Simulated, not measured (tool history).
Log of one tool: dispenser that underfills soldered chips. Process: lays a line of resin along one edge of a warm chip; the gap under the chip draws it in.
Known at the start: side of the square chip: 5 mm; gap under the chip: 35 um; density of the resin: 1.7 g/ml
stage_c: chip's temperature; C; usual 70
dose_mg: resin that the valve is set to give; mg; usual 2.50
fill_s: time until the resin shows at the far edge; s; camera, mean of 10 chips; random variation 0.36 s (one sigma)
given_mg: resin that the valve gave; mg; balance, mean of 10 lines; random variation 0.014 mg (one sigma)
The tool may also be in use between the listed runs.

Run 1, hour 0.0: usual settings. Result: fill_s 25.7 s, given_mg 2.32 mg.
Run 2, hour 6.4: usual settings. Result: fill_s 30.0 s, given_mg 2.33 mg.
At hour 8.5: new syringe of resin.
At hour 14.3: dispensing valve cleaned and set on the balance.
Run 3, hour 16.4: usual settings. Result: fill_s 25.9 s, given_mg 2.49 mg.
At hour 24.5: new syringe of resin.
Run 4, hour 28.4: usual settings. Result: fill_s 23.9 s, given_mg 2.50 mg.
Run 5, hour 38.5: usual settings. Result: fill_s 31.2 s, given_mg 2.47 mg.
At hour 39.9: new syringe of resin.
Run 6, hour 46.7: usual settings. Result: fill_s 26.0 s, given_mg 2.47 mg.
At hour 55.2: new syringe of resin.
Run 7, hour 59.6: usual settings. Result: fill_s 25.1 s, given_mg 2.42 mg.
At hour 70.4: new syringe of resin.
Run 8, hour 71.5: usual settings. Result: fill_s 22.3 s, given_mg 2.45 mg.
Run 9, hour 84.0: usual settings but dose_mg 2.87 mg. Result: fill_s 30.5 s, given_mg 2.76 mg.
At hour 85.4: new syringe of resin.
Run 10, hour 95.3: usual settings but dose_mg 2.25 mg. Result: fill_s 29.7 s, given_mg 2.12 mg.
At hour 100.8: new syringe of resin.
Run 11, hour 109.2: usual settings but dose_mg 2.25 mg. Result: fill_s 27.8 s, given_mg 2.12 mg.
At hour 115.9: new syringe of resin.
Run 12, hour 123.2: usual settings but dose_mg 2.25 mg. Result: fill_s 28.3 s, given_mg 2.15 mg.
At hour 131.3: new syringe of resin.
Run 13, hour 131.3: usual settings but stage_c 60 C. Result: fill_s 34.9 s, given_mg 2.32 mg.
Run 14, hour 139.3: usual settings. Result: fill_s 27.8 s, given_mg 2.30 mg.
At hour 143.5: dispensing valve cleaned and set on the balance.
At hour 146.9: new syringe of resin.
Run 15, hour 148.4: usual settings. Result: fill_s 23.0 s, given_mg 2.49 mg.
Run 16, hour 159.7: usual settings but dose_mg 2.63 mg. Result: fill_s 30.3 s, given_mg 2.61 mg.
At hour 161.9: new syringe of resin.
Run 17, hour 172.4: usual settings but dose_mg 2.30 mg. Result: fill_s 29.7 s, given_mg 2.24 mg.
At hour 176.7: new syringe of resin.
Run 18, hour 179.1: usual settings but dose_mg 2.30 mg. Result: fill_s 24.3 s, given_mg 2.27 mg.
At hour 192.1: new syringe of resin.
Run 19, hour 192.2: usual settings but stage_c 66 C. Result: fill_s 26.5 s, given_mg 2.40 mg.
Run 20, hour 206.1: usual settings but stage_c 66 C. Result: fill_s 39.0 s, given_mg 2.43 mg.
At hour 207.6: new syringe of resin.
Run 21, hour 219.8: usual settings but stage_c 80 C, dose_mg 2.81 mg. Result: fill_s 19.4 s, given_mg 2.69 mg.
At hour 222.6: new syringe of resin.
Run 22, hour 231.2: usual settings but dose_mg 2.41 mg. Result: fill_s 29.0 s, given_mg 2.30 mg.
At hour 238.0: new syringe of resin.
Run 23, hour 242.9: usual settings but stage_c 85 C. Result: fill_s 13.3 s, given_mg 2.38 mg.
Run 24, hour 251.4: usual settings but stage_c 73 C, dose_mg 2.11 mg. Result: fill_s 28.3 s, given_mg 1.97 mg.
At hour 252.8: new syringe of resin.
Run 25, hour 263.3: usual settings but stage_c 74 C, dose_mg 2.64 mg. Result: fill_s 23.9 s, given_mg 2.44 mg.
At hour 268.0: new syringe of resin.
At hour 272.7: dispensing valve cleaned and set on the balance.
Run 26, hour 277.7: usual settings but stage_c 67 C, dose_mg 2.24 mg. Result: fill_s 31.9 s, given_mg 2.23 mg.
At hour 283.9: new syringe of resin.
Run 27, hour 292.6: usual settings but stage_c 57 C, dose_mg 2.77 mg. Result: fill_s 51.9 s, given_mg 2.76 mg.
At hour 298.7: new syringe of resin.
Run 28, hour 307.0: usual settings but stage_c 57 C, dose_mg 2.32 mg. Result: fill_s 51.5 s, given_mg 2.27 mg.
At hour 314.1: new syringe of resin.
Run 29, hour 316.6: usual settings but stage_c 57 C, dose_mg 2.32 mg. Result: fill_s 45.9 s, given_mg 2.26 mg.
Run 30, hour 327.7: usual settings but stage_c 57 C, dose_mg 2.32 mg. Result: fill_s 61.4 s, given_mg 2.23 mg.
At hour 329.3: new syringe of resin.
Run 31, hour 337.3: usual settings but stage_c 62 C, dose_mg 2.55 mg. Result: fill_s 39.6 s, given_mg 2.46 mg.
At hour 343.9: new syringe of resin.
Run 32, hour 349.1: usual settings but stage_c 63 C, dose_mg 2.82 mg. Result: fill_s 35.5 s, given_mg 2.71 mg.
At hour 358.8: new syringe of resin.
Run 33, hour 358.9: usual settings but stage_c 71 C, dose_mg 3.04 mg. Result: fill_s 21.4 s, given_mg 2.90 mg.
Run 34, hour 364.9: usual settings but stage_c 63 C, dose_mg 2.98 mg. Result: fill_s 36.2 s, given_mg 2.81 mg.

The same runs without the tool's hidden state, with the same run-to-run variation:
The hidden state here: resin's viscosity, % of fresh resin's; dose that the valve gives, % of what is set; true chip temperature over the reading, C; drift of the gauge itself on fill_s, %; drift of the gauge itself on given_mg, %.
run  fill_s  given_mg
  1    20.9      2.49
  2    20.5      2.51
  3    20.7      2.49
  4    20.8      2.52
  5    20.8      2.50
  6    20.5      2.51
  7    21.0      2.49
  8    20.4      2.53
  9    20.0      2.88
 10    21.2      2.23
 11    20.9      2.25
 12    21.5      2.29
 13    32.7      2.49
 14    21.3      2.49
 15    20.8      2.50
 16    20.3      2.64
 17    21.0      2.28
 18    21.2      2.32
 19    24.6      2.47
 20    25.3      2.52
 21    13.3      2.81
 22    21.1      2.42
 23    10.9      2.53
 24    18.4      2.10
 25    16.8      2.63
 26    23.3      2.23
 27    37.8      2.79
 28    38.1      2.32
 29    39.1      2.31
 30    39.3      2.30
 31    29.6      2.55
 32    28.3      2.82
 33    19.8      3.05
 34    28.3      2.97
